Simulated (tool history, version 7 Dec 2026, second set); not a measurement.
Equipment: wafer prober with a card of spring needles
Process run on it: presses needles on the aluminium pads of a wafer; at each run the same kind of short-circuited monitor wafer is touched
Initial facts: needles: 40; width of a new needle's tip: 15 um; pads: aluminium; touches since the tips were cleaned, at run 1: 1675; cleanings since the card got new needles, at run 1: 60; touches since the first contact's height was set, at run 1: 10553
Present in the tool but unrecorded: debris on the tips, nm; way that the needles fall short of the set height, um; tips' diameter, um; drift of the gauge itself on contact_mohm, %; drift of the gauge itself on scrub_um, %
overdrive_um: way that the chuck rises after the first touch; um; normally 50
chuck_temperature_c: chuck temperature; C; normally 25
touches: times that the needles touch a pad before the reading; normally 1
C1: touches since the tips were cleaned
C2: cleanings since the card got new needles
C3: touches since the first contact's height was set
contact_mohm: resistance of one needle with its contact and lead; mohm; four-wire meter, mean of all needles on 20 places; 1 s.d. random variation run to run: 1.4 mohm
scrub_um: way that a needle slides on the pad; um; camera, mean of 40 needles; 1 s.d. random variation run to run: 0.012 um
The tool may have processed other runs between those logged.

Run 1, hour 0.0: usual settings; C1 1675; C2 60; C3 10553. Result: contact_mohm 318 mohm, scrub_um 8.18 um.
At hour 1.0: tips cleaned on abrasive film.
At hour 5.2: tips cleaned on abrasive film.
At hour 9.3: tips cleaned on abrasive film.
Run 2, hour 10.5: usual settings; C1 788; C2 63; C3 17475. Result: contact_mohm 236 mohm, scrub_um 8.15 um.
At hour 13.0: tips cleaned on abrasive film.
At hour 16.4: tips cleaned on abrasive film.
At hour 20.6: tips cleaned on abrasive film.
At hour 24.8: tips cleaned on abrasive film.
At hour 28.9: tips cleaned on abrasive film.
Run 3, hour 30.5: usual settings; C1 1077; C2 68; C3 30759. Result: contact_mohm 262 mohm, scrub_um 8.10 um.
At hour 33.1: tips cleaned on abrasive film.
At hour 37.3: tips cleaned on abrasive film.
Run 4, hour 39.7: usual settings but overdrive_um 47 um; C1 1660; C2 70; C3 36858. Result: contact_mohm 353 mohm, scrub_um 7.62 um.
At hour 41.4: tips cleaned on abrasive film.
At hour 45.6: tips cleaned on abrasive film.
At hour 49.8: tips cleaned on abrasive film.
At hour 54.0: tips cleaned on abrasive film.
Run 5, hour 57.2: usual settings but overdrive_um 35 um; C1 2191; C2 74; C3 48481. Result: contact_mohm 656 mohm, scrub_um 5.60 um.
At hour 58.1: tips cleaned on abrasive film.
At hour 62.3: tips cleaned on abrasive film.
At hour 66.2: tips cleaned on abrasive film.
Run 6, hour 66.2: usual settings; C1 0; C2 77; C3 54403. Result: contact_mohm 156 mohm, scrub_um 8.03 um.
At hour 70.4: tips cleaned on abrasive film.
At hour 74.6: tips cleaned on abrasive film.
At hour 78.8: tips cleaned on abrasive film.
At hour 83.0: tips cleaned on abrasive film.
Run 7, hour 84.3: usual settings; C1 905; C2 81; C3 66404. Result: contact_mohm 260 mohm, scrub_um 8.01 um.
At hour 86.8: tips cleaned on abrasive film.
At hour 91.0: tips cleaned on abrasive film.
At hour 94.4: tips cleaned on abrasive film.
At hour 98.6: tips cleaned on abrasive film.
At hour 100.0: height of the first contact set anew.
Run 8, hour 100.0: usual settings; C1 758; C2 85; C3 0. Result: contact_mohm 233 mohm, scrub_um 8.20 um.
At hour 102.5: tips cleaned on abrasive film.
At hour 106.7: tips cleaned on abrasive film.
At hour 110.9: tips cleaned on abrasive film.
At hour 114.3: tips cleaned on abrasive film.
At hour 118.4: tips cleaned on abrasive film.
Run 9, hour 119.6: usual settings; C1 795; C2 90; C3 13002. Result: contact_mohm 258 mohm, scrub_um 8.15 um.
At hour 122.2: tips cleaned on abrasive film.
At hour 126.3: tips cleaned on abrasive film.
At hour 129.7: tips cleaned on abrasive film.
Run 10, hour 132.9: usual settings but touches 2; C1 2174; C2 93; C3 21834. Result: contact_mohm 289 mohm, scrub_um 8.13 um.
At hour 133.8: tips cleaned on abrasive film.
At hour 138.0: tips cleaned on abrasive film.
At hour 141.7: tips cleaned on abrasive film.
Run 11, hour 141.7: usual settings; C1 0; C2 96; C3 27632. Result: contact_mohm 158 mohm, scrub_um 8.11 um.
At hour 145.9: tips cleaned on abrasive film.
At hour 150.1: tips cleaned on abrasive film.
At hour 153.9: tips cleaned on abrasive film.
Run 12, hour 153.9: usual settings but touches 2; C1 0; C2 99; C3 35685. Result: contact_mohm 138 mohm, scrub_um 8.09 um.
At hour 157.3: tips cleaned on abrasive film.
At hour 160.6: tips cleaned on abrasive film.
At hour 164.8: tips cleaned on abrasive film.
At hour 168.6: tips cleaned on abrasive film.
Run 13, hour 168.6: usual settings but touches 2; C1 0; C2 103; C3 45442. Result: contact_mohm 149 mohm, scrub_um 8.07 um.
At hour 172.8: tips cleaned on abrasive film.
At hour 177.0: tips cleaned on abrasive film.
At hour 181.2: tips cleaned on abrasive film.
At hour 185.4: tips cleaned on abrasive film.
Run 14, hour 187.5: usual settings but overdrive_um 35 um, chuck_temperature_c 32 C; C1 1465; C2 107; C3 57987. Result: contact_mohm 500 mohm, scrub_um 5.58 um.
At hour 189.2: tips cleaned on abrasive film.
At hour 193.4: tips cleaned on abrasive film.
At hour 197.6: tips cleaned on abrasive film.
Run 15, hour 198.6: usual settings but overdrive_um 35 um, chuck_temperature_c 32 C; C1 685; C2 110; C3 65325. Result: contact_mohm 379 mohm, scrub_um 5.54 um.
At hour 201.2: tips cleaned on abrasive film.
At hour 204.5: tips cleaned on abrasive film.
At hour 208.6: tips cleaned on abrasive film.
Run 16, hour 208.6: usual settings but overdrive_um 47 um, chuck_temperature_c 33 C, touches 2; C1 0; C2 113; C3 71926. Result: contact_mohm 146 mohm, scrub_um 7.48 um.
At hour 212.0: tips cleaned on abrasive film.
At hour 216.2: tips cleaned on abrasive film.
At hour 216.5: height of the first contact set anew.
At hour 220.7: tips cleaned on abrasive film.
At hour 224.8: tips cleaned on abrasive film.
Run 17, hour 225.5: usual settings but overdrive_um 47 um, chuck_temperature_c 33 C, touches 2; C1 465; C2 117; C3 6014. Result: contact_mohm 189 mohm, scrub_um 7.67 um.
At hour 228.9: tips cleaned on abrasive film.
At hour 232.2: tips cleaned on abrasive film.
At hour 236.4: tips cleaned on abrasive film.
Run 18, hour 238.6: usual settings but overdrive_um 47 um, chuck_temperature_c 33 C, touches 2; C1 1458; C2 120; C3 14685. Result: contact_mohm 257 mohm, scrub_um 7.68 um.
At hour 240.3: tips cleaned on abrasive film.
At hour 244.5: tips cleaned on abrasive film.
At hour 248.7: tips cleaned on abrasive film.
Run 19, hour 249.7: usual settings but overdrive_um 47 um, chuck_temperature_c 33 C, touches 2; C1 686; C2 123; C3 22028. Result: contact_mohm 212 mohm, scrub_um 7.63 um.
At hour 252.2: tips cleaned on abrasive film.
At hour 256.4: tips cleaned on abrasive film.
At hour 260.6: tips cleaned on abrasive film.
At hour 264.0: tips cleaned on abrasive film.
Run 20, hour 265.6: usual settings but overdrive_um 47 um, chuck_temperature_c 33 C, touches 2; C1 1110; C2 127; C3 32572. Result: contact_mohm 241 mohm, scrub_um 7.62 um.
At hour 267.7: tips cleaned on abrasive film.
At hour 271.1: tips cleaned on abrasive film.
At hour 275.3: tips cleaned on abrasive film.
Run 21, hour 277.1: usual settings but overdrive_um 47 um, chuck_temperature_c 40 C; C1 1281; C2 130; C3 40216. Result: contact_mohm 331 mohm, scrub_um 7.58 um.
At hour 278.9: tips cleaned on abrasive film.
At hour 283.1: tips cleaned on abrasive film.
Run 22, hour 285.3: usual settings but overdrive_um 47 um, chuck_temperature_c 40 C; C1 1543; C2 132; C3 45641. Result: contact_mohm 360 mohm, scrub_um 7.56 um.
At hour 287.1: tips cleaned on abrasive film.
At hour 290.4: tips cleaned on abrasive film.
At hour 294.6: tips cleaned on abrasive film.
At hour 298.8: tips cleaned on abrasive film.
Run 23, hour 301.7: usual settings but overdrive_um 62 um, chuck_temperature_c 58 C; C1 1972; C2 136; C3 56490. Result: contact_mohm 276 mohm, scrub_um 10.03 um.
At hour 302.6: tips cleaned on abrasive film.
At hour 306.8: tips cleaned on abrasive film.
At hour 310.2: tips cleaned on abrasive film.
At hour 314.3: tips cleaned on abrasive film.
At hour 318.5: tips cleaned on abrasive film.
Run 24, hour 318.9: usual settings but overdrive_um 62 um, chuck_temperature_c 58 C; C1 257; C2 141; C3 67843. Result: contact_mohm 167 mohm, scrub_um 9.97 um.
At hour 322.3: tips cleaned on abrasive film.
At hour 326.5: tips cleaned on abrasive film.
At hour 330.6: tips cleaned on abrasive film.
At hour 332.6: height of the first contact set anew.
At hour 334.8: tips cleaned on abrasive film.
Run 25, hour 334.8: usual settings but overdrive_um 44 um, chuck_temperature_c 111 C; C1 0; C2 145; C3 1473. Result: contact_mohm 173 mohm, scrub_um 7.21 um.

Entry by entry between the runs, the difference in hidden state between the last listed run before and the first listed run after:
Run 1 -> run 2: tips cleaned on abrasive film (hour 1.0); tips cleaned on abrasive film (hour 5.2); tips cleaned on abrasive film (hour 9.3)
  debris on the tips, nm: 62.3 -> 35.1; way that the needles fall short of the set height, um: 0.2 -> 0.33; tips' diameter, um: 16.03 -> 16.07
  difference, measured minus the result without the unlogged condition, contact_mohm: +191 -> +109 mohm; scrub_um: -0.03 -> -0.05 um
Run 2 -> run 3: tips cleaned on abrasive film (hour 13.0); tips cleaned on abrasive film (hour 16.4); tips cleaned on abrasive film (hour 20.6); tips cleaned on abrasive film (hour 24.8); tips cleaned on abrasive film (hour 28.9)
  debris on the tips, nm: 35.1 -> 41.5; way that the needles fall short of the set height, um: 0.33 -> 0.57; tips' diameter, um: 16.07 -> 16.16
  difference, measured minus the result without the unlogged condition, contact_mohm: +109 -> +133 mohm; scrub_um: -0.05 -> -0.10 um
Run 3 -> run 4: tips cleaned on abrasive film (hour 33.1); tips cleaned on abrasive film (hour 37.3)
  debris on the tips, nm: 41.5 -> 61.7; way that the needles fall short of the set height, um: 0.57 -> 0.67; tips' diameter, um: 16.16 -> 16.19
  difference, measured minus the result without the unlogged condition, contact_mohm: +133 -> +223 mohm; scrub_um: -0.10 -> -0.11 um
Run 4 -> run 5: tips cleaned on abrasive film (hour 41.4); tips cleaned on abrasive film (hour 45.6); tips cleaned on abrasive film (hour 49.8); tips cleaned on abrasive film (hour 54.0)
  debris on the tips, nm: 61.7 -> 80.3; way that the needles fall short of the set height, um: 0.67 -> 0.86; tips' diameter, um: 16.19 -> 16.26
  difference, measured minus the result without the unlogged condition, contact_mohm: +223 -> +520 mohm; scrub_um: -0.11 -> -0.14 um
Run 5 -> run 6: tips cleaned on abrasive film (hour 58.1); tips cleaned on abrasive film (hour 62.3); tips cleaned on abrasive film (hour 66.2)
  debris on the tips, nm: 80.3 -> 7.4; way that the needles fall short of the set height, um: 0.86 -> 1.01; tips' diameter, um: 16.26 -> 16.31
  difference, measured minus the result without the unlogged condition, contact_mohm: +520 -> +27 mohm; scrub_um: -0.14 -> -0.16 um
Run 6 -> run 7: tips cleaned on abrasive film (hour 70.4); tips cleaned on abrasive film (hour 74.6); tips cleaned on abrasive film (hour 78.8); tips cleaned on abrasive film (hour 83.0)
  debris on the tips, nm: 7.4 -> 39.8; way that the needles fall short of the set height, um: 1.01 -> 1.2; tips' diameter, um: 16.31 -> 16.38
  difference, measured minus the result without the unlogged condition, contact_mohm: +27 -> +133 mohm; scrub_um: -0.16 -> -0.20 um
Run 7 -> run 8: tips cleaned on abrasive film (hour 86.8); tips cleaned on abrasive film (hour 91.0); tips cleaned on abrasive film (hour 94.4); tips cleaned on abrasive film (hour 98.6); height of the first contact set anew (hour 100.0)
  debris on the tips, nm: 39.8 -> 31.8; way that the needles fall short of the set height, um: 1.2 -> 0; tips' diameter, um: 16.38 -> 16.45
  difference, measured minus the result without the unlogged condition, contact_mohm: +133 -> +103 mohm; scrub_um: -0.20 -> +0.00 um
Run 8 -> run 9: tips cleaned on abrasive film (hour 102.5); tips cleaned on abrasive film (hour 106.7); tips cleaned on abrasive film (hour 110.9); tips cleaned on abrasive film (hour 114.3); tips cleaned on abrasive film (hour 118.4)
  debris on the tips, nm: 31.8 -> 39; way that the needles fall short of the set height, um: 0 -> 0.23; tips' diameter, um: 16.45 -> 16.54
  difference, measured minus the result without the unlogged condition, contact_mohm: +103 -> +129 mohm; scrub_um: +0.00 -> -0.04 um
Run 9 -> run 10: tips cleaned on abrasive film (hour 122.2); tips cleaned on abrasive film (hour 126.3); tips cleaned on abrasive film (hour 129.7)
  debris on the tips, nm: 39 -> 80.7; way that the needles fall short of the set height, um: 0.23 -> 0.39; tips' diameter, um: 16.54 -> 16.59
  difference, measured minus the result without the unlogged condition, contact_mohm: +129 -> +160 mohm; scrub_um: -0.04 -> -0.06 um
Run 10 -> run 11: tips cleaned on abrasive film (hour 133.8); tips cleaned on abrasive film (hour 138.0); tips cleaned on abrasive film (hour 141.7)
  debris on the tips, nm: 80.7 -> 9.2; way that the needles fall short of the set height, um: 0.39 -> 0.53; tips' diameter, um: 16.59 -> 16.64
  difference, measured minus the result without the unlogged condition, contact_mohm: +160 -> +32 mohm; scrub_um: -0.06 -> -0.09 um
Run 11 -> run 12: tips cleaned on abrasive film (hour 145.9); tips cleaned on abrasive film (hour 150.1); tips cleaned on abrasive film (hour 153.9)
  debris on the tips, nm: 9.2 -> 4; way that the needles fall short of the set height, um: 0.53 -> 0.67; tips' diameter, um: 16.64 -> 16.69
  difference, measured minus the result without the unlogged condition, contact_mohm: +32 -> +10 mohm; scrub_um: -0.09 -> -0.11 um
Run 12 -> run 13: tips cleaned on abrasive film (hour 157.3); tips cleaned on abrasive film (hour 160.6); tips cleaned on abrasive film (hour 164.8); tips cleaned on abrasive film (hour 168.6)
  debris on the tips, nm: 4 -> 9.1; way that the needles fall short of the set height, um: 0.67 -> 0.83; tips' diameter, um: 16.69 -> 16.74
  difference, measured minus the result without the unlogged condition, contact_mohm: +10 -> +21 mohm; scrub_um: -0.11 -> -0.14 um
Run 13 -> run 14: tips cleaned on abrasive film (hour 172.8); tips cleaned on abrasive film (hour 177.0); tips cleaned on abrasive film (hour 181.2); tips cleaned on abrasive film (hour 185.4)
  debris on the tips, nm: 9.1 -> 53.2; way that the needles fall short of the set height, um: 0.83 -> 1.03; tips' diameter, um: 16.74 -> 16.81
  difference, measured minus the result without the unlogged condition, contact_mohm: +21 -> +362 mohm; scrub_um: -0.14 -> -0.17 um
Run 14 -> run 15: tips cleaned on abrasive film (hour 189.2); tips cleaned on abrasive film (hour 193.4); tips cleaned on abrasive film (hour 197.6)
  debris on the tips, nm: 53.2 -> 33.6; way that the needles fall short of the set height, um: 1.03 -> 1.16; tips' diameter, um: 16.81 -> 16.86
  difference, measured minus the result without the unlogged condition, contact_mohm: +362 -> +238 mohm; scrub_um: -0.17 -> -0.19 um
Run 15 -> run 16: tips cleaned on abrasive film (hour 201.2); tips cleaned on abrasive film (hour 204.5); tips cleaned on abrasive film (hour 208.6)
  debris on the tips, nm: 33.6 -> 5; way that the needles fall short of the set height, um: 1.16 -> 1.3; tips' diameter, um: 16.86 -> 16.91
  difference, measured minus the result without the unlogged condition, contact_mohm: +238 -> +15 mohm; scrub_um: -0.19 -> -0.22 um
Run 16 -> run 17: tips cleaned on abrasive film (hour 212.0); tips cleaned on abrasive film (hour 216.2); height of the first contact set anew (hour 216.5); tips cleaned on abrasive film (hour 220.7); tips cleaned on abrasive film (hour 224.8)
  debris on the tips, nm: 5 -> 26.2; way that the needles fall short of the set height, um: 1.3 -> 0.08; tips' diameter, um: 16.91 -> 16.97
  difference, measured minus the result without the unlogged condition, contact_mohm: +15 -> +61 mohm; scrub_um: -0.22 -> -0.01 um
Run 17 -> run 18: tips cleaned on abrasive film (hour 228.9); tips cleaned on abrasive film (hour 232.2); tips cleaned on abrasive film (hour 236.4)
  debris on the tips, nm: 26.2 -> 55.2; way that the needles fall short of the set height, um: 0.08 -> 0.21; tips' diameter, um: 16.97 -> 17.02
  difference, measured minus the result without the unlogged condition, contact_mohm: +61 -> +128 mohm; scrub_um: -0.01 -> -0.04 um
Run 18 -> run 19: tips cleaned on abrasive film (hour 240.3); tips cleaned on abrasive film (hour 244.5); tips cleaned on abrasive film (hour 248.7)
  debris on the tips, nm: 55.2 -> 34.5; way that the needles fall short of the set height, um: 0.21 -> 0.36; tips' diameter, um: 17.02 -> 17.07
  difference, measured minus the result without the unlogged condition, contact_mohm: +128 -> +82 mohm; scrub_um: -0.04 -> -0.06 um
Run 19 -> run 20: tips cleaned on abrasive film (hour 252.2); tips cleaned on abrasive film (hour 256.4); tips cleaned on abrasive film (hour 260.6); tips cleaned on abrasive film (hour 264.0)
  debris on the tips, nm: 34.5 -> 45; way that the needles fall short of the set height, um: 0.36 -> 0.56; tips' diameter, um: 17.07 -> 17.14
  difference, measured minus the result without the unlogged condition, contact_mohm: +82 -> +109 mohm; scrub_um: -0.06 -> -0.10 um
Run 20 -> run 21: tips cleaned on abrasive film (hour 267.7); tips cleaned on abrasive film (hour 271.1); tips cleaned on abrasive film (hour 275.3)
  debris on the tips, nm: 45 -> 51; way that the needles fall short of the set height, um: 0.56 -> 0.72; tips' diameter, um: 17.14 -> 17.19
  difference, measured minus the result without the unlogged condition, contact_mohm: +109 -> +200 mohm; scrub_um: -0.10 -> -0.12 um
Run 21 -> run 22: tips cleaned on abrasive film (hour 278.9); tips cleaned on abrasive film (hour 283.1)
  debris on the tips, nm: 51 -> 57; way that the needles fall short of the set height, um: 0.72 -> 0.81; tips' diameter, um: 17.19 -> 17.23
  difference, measured minus the result without the unlogged condition, contact_mohm: +200 -> +227 mohm; scrub_um: -0.12 -> -0.14 um
Run 22 -> run 23: tips cleaned on abrasive film (hour 287.1); tips cleaned on abrasive film (hour 290.4); tips cleaned on abrasive film (hour 294.6); tips cleaned on abrasive film (hour 298.8)
  debris on the tips, nm: 57 -> 63.4; way that the needles fall short of the set height, um: 0.81 -> 0.98; tips' diameter, um: 17.23 -> 17.29
  difference, measured minus the result without the unlogged condition, contact_mohm: +227 -> +146 mohm; scrub_um: -0.14 -> -0.16 um
Run 23 -> run 24: tips cleaned on abrasive film (hour 302.6); tips cleaned on abrasive film (hour 306.8); tips cleaned on abrasive film (hour 310.2); tips cleaned on abrasive film (hour 314.3); tips cleaned on abrasive film (hour 318.5)
  debris on the tips, nm: 63.4 -> 14.9; way that the needles fall short of the set height, um: 0.98 -> 1.21; tips' diameter, um: 17.29 -> 17.37
  difference, measured minus the result without the unlogged condition, contact_mohm: +146 -> +38 mohm; scrub_um: -0.16 -> -0.20 um
Run 24 -> run 25: tips cleaned on abrasive film (hour 322.3); tips cleaned on abrasive film (hour 326.5); tips cleaned on abrasive film (hour 330.6); height of the first contact set anew (hour 332.6); tips cleaned on abrasive film (hour 334.8)
  debris on the tips, nm: 14.9 -> 5.4; way that the needles fall short of the set height, um: 1.21 -> 0.04; tips' diameter, um: 17.37 -> 17.43
  difference, measured minus the result without the unlogged condition, contact_mohm: +38 -> +26 mohm; scrub_um: -0.20 -> -0.01 um
